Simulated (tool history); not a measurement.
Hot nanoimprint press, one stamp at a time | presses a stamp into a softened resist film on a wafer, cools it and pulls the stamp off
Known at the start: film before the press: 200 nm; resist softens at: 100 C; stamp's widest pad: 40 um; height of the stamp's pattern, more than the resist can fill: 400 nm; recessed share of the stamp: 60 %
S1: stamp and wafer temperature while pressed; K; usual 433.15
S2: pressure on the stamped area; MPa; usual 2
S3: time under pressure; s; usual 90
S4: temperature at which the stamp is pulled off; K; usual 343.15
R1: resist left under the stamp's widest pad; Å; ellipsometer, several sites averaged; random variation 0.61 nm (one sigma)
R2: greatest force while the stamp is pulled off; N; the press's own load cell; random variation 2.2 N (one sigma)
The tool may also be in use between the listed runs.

Run 1, day 0: usual settings. Result: R1 787 Å, R2 136 N.
Run 2, day 3.817: usual settings. Result: R1 785 Å, R2 141 N.
Run 3, day 5.567: usual settings. Result: R1 769 Å, R2 149 N.
Run 4, day 8.396: usual settings. Result: R1 757 Å, R2 147 N.
Run 5, day 10.704: usual settings but S4 328.15 K. Result: R1 752 Å, R2 222 N.
At day 13.2: plate thermocouple calibrated.
Run 6, day 14.1: usual settings. Result: R1 860 Å, R2 172 N.
At day 16.512: stamp cleaned and given a new release coat.
Run 7, day 17.646: usual settings. Result: R1 864 Å, R2 142 N.
Run 8, day 20.071: usual settings but S1 426.15 K, S2 1.97 MPa. Result: R1 1265 Å, R2 143 N.
Run 9, day 22.771: usual settings but S1 426.15 K, S2 2.02 MPa, S4 331.15 K. Result: R1 1251 Å, R2 200 N.
Run 10, day 24.888: usual settings but S1 442.15 K, S2 1.58 MPa. Result: R1 536 Å, R2 149 N.
Run 11, day 26.579: usual settings but S1 441.15 K. Result: R1 495 Å, R2 157 N.
Run 12, day 29.225: usual settings but S1 432.15 K, S2 1.28 MPa, S3 54 s, S4 336.15 K. Result: R1 1223 Å, R2 192 N.
Run 13, day 32.279: usual settings but S1 432.15 K, S2 1.28 MPa, S3 54 s, S4 336.15 K. Result: R1 1205 Å, R2 204 N.
At day 33.138: stamp cleaned and given a new release coat.
Run 14, day 35.788: usual settings but S3 106 s, S4 344.15 K. Result: R1 744 Å, R2 133 N.

5 ways to go on from here, each from the tool as it stands after run 14. What would each give?
Run A, day 39.092: usual settings but S2 1.69 MPa, S4 350.15 K. Result: R1 ?, R2 ?.
Run B, day 39.092: usual settings but S2 3.11 MPa, S4 335.15 K. Result: R1 ?, R2 ?.
Run C, day 39.092: usual settings but S1 440.15 K, S2 3.06 MPa, S3 106 s, S4 344.15 K. Result: R1 ?, R2 ?.
Run D, day 39.092: usual settings but S2 1.59 MPa. Result: R1 ?, R2 ?.
Run E, day 39.092: usual settings but S1 431.15 K, S2 2.98 MPa, S3 131 s. Result: R1 ?, R2 ?.

run   R1   R2
  A  846  112
  B  646  180
  C  383  140
  D  860  142
  E  636  145
Without the tool's hidden state the same runs would have given:
run   R1   R2
  A  933  110
  B  707  172
  C  417  136
  D  948  138
  E  700  141
